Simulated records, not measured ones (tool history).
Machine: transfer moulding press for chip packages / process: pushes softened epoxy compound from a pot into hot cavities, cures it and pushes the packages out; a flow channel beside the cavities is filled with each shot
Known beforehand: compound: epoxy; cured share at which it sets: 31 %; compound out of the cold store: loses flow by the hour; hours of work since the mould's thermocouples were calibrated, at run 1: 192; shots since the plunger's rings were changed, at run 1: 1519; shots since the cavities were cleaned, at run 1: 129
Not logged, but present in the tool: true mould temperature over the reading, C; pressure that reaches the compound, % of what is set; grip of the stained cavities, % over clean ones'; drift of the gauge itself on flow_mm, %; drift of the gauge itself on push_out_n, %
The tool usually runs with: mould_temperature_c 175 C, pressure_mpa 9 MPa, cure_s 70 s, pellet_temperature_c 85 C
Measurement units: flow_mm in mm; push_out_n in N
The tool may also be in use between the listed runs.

run,hour,mould_temperature_c,pressure_mpa,cure_s,pellet_temperature_c,hours of work since the mould's thermocouples were calibrated,shots since the plunger's rings were changed,shots since the cavities were cleaned,incoming compound's hours out of the cold store,flow_mm,push_out_n
1,0,175,9,70,85,192,1519,129,16.9,859,481
2,15.6,175,9,70,85,205,1816,426,19.1,831,589
3,23.1,175,9,70,85,210,1958,568,33.6,767,581
# hour 36.6: cavities cleaned with cleaning compound and waxed
4,39.5,175,9,80,85,222,2243,56,38.5,736,604
5,49.9,175,9,80,85,230,2441,254,15.6,849,607
6,65.6,175,9,80,85,242,2739,552,35.5,742,582
7,76.2,175,9,80,85,251,2942,755,23.7,794,589
# hour 80.1: cavities cleaned with cleaning compound and waxed
# hour 82.8: cavities cleaned with cleaning compound and waxed, once more
8,88.6,175,9,80,85,258,3121,111,15.4,829,342
9,95.3,175,9,70,85,263,3249,239,40.6,706,447
10,110.7,175,9,79,85,275,3541,531,12.6,846,453
11,120.5,175,9,70,85,283,3728,718,17.4,816,624
# hour 126.5: cavities cleaned with cleaning compound and waxed
12,135.5,175,9,70,85,293,3986,173,44.7,693,420
13,145.7,175,9,70,84,301,4180,367,23.2,785,532
14,160.3,175,9,70,84,313,4457,644,14.9,819,616
# hour 170.6: cavities cleaned with cleaning compound and waxed
15,171.8,175,8.88,70,77,320,4647,21,24.9,761,410
16,181.3,179,9,70,85,328,4828,202,24.1,757,369
17,187.6,182,7.23,79,85,333,4949,323,24,671,326
18,201.6,170,7.23,89,82,344,5216,590,34.9,658,464
19,211.1,170,8.77,64,82,351,5397,771,25.7,769,1165
# hour 214.1: cavities cleaned with cleaning compound and waxed
20,219.5,180,8.11,66,90,357,5528,103,42.6,624,341
# hour 235.6: plunger's sealing rings changed
21,236.3,180,8.11,66,90,368,12,375,19.7,779,435
22,250.3,180,6.92,70,85,379,278,641,40.6,642,451
# hour 259.9: cavities cleaned with cleaning compound and waxed
23,264.7,175,10.18,52,85,389,525,91,42.2,774,929
24,278.2,175,9.02,52,85,399,782,348,17.6,844,1210
25,284.7,171,9,97,85,404,905,471,25.5,813,384
26,295.7,180,9.73,74,92,413,1115,681,27.1,809,420
# hour 303.5: cavities cleaned with cleaning compound and waxed
27,306.2,180,9.73,74,92,420,1285,50,25.3,812,271
28,318.5,169,9,65,85,430,1521,286,47.8,712,818

Predict each of these 3 candidate next runs independently; none follows another, all start after run 28:
A,329.2,175,9.62,70,81,438,1724,489,34.7,?,?
B,329.2,178,9,94,78,438,1724,489,20,?,?
C,329.2,169,9.3,65,76,438,1724,489,40.6,?,?

run,flow_mm,push_out_n
A,764,527
B,802,348
C,760,1049
With no hidden state in the tool, these same runs would have given:
run,flow_mm,push_out_n
A,785,389
B,825,239
C,782,767

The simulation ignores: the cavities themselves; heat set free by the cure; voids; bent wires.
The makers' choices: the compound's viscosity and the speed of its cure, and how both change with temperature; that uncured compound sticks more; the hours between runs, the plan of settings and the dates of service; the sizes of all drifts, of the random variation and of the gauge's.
